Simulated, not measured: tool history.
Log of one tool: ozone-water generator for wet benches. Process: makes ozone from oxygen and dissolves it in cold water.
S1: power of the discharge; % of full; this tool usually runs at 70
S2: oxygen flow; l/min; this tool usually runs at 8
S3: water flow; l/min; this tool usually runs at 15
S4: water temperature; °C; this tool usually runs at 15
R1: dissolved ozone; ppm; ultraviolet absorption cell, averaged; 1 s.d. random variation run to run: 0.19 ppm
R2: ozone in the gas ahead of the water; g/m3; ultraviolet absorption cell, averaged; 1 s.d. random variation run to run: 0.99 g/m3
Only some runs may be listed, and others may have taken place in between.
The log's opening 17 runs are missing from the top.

run   hour  S1     S2  S3  S4    R1     R2
     545.4  -- gauge calibrated
 18  555.2  84  10.76  10  12  38.4    162
 19  596.2  69  13.89  15  15  23.3  123.7
 20  646.2  70   6.07  15  15  27.9  201.1
 21    686  77  12.59  12  15  29.1  140.4
 22  711.8  77  12.59  12  15  29.4  141.2
 23  740.2  47  14.05  15  15  17.9   95.7
 24  788.8  87      8  21   8  26.3  198.4
 25  819.4  70   6.64  11  23  29.2  190.9
 26  851.9  70   6.64  11  23  28.9  192.7
 27  902.4  50   4.79  15  15  22.7  186.2
 28    927  50   11.1  12   9    26  115.4
 29    952  50   11.1  12   9  26.6    115
 30  990.6  78   11.1  12  12  33.2  155.2

Estimate the outcome of run 31 from the log above:
 31  1013.6  70  4.2  15  15   ?   ?

Run 31 yielded R1 28.1 ppm, R2 250.5 g/m3.
Were there no unlogged condition in the tool, this run, its random variation unchanged, would have produced R1 28.1 ppm, R2 244.4 g/m3.
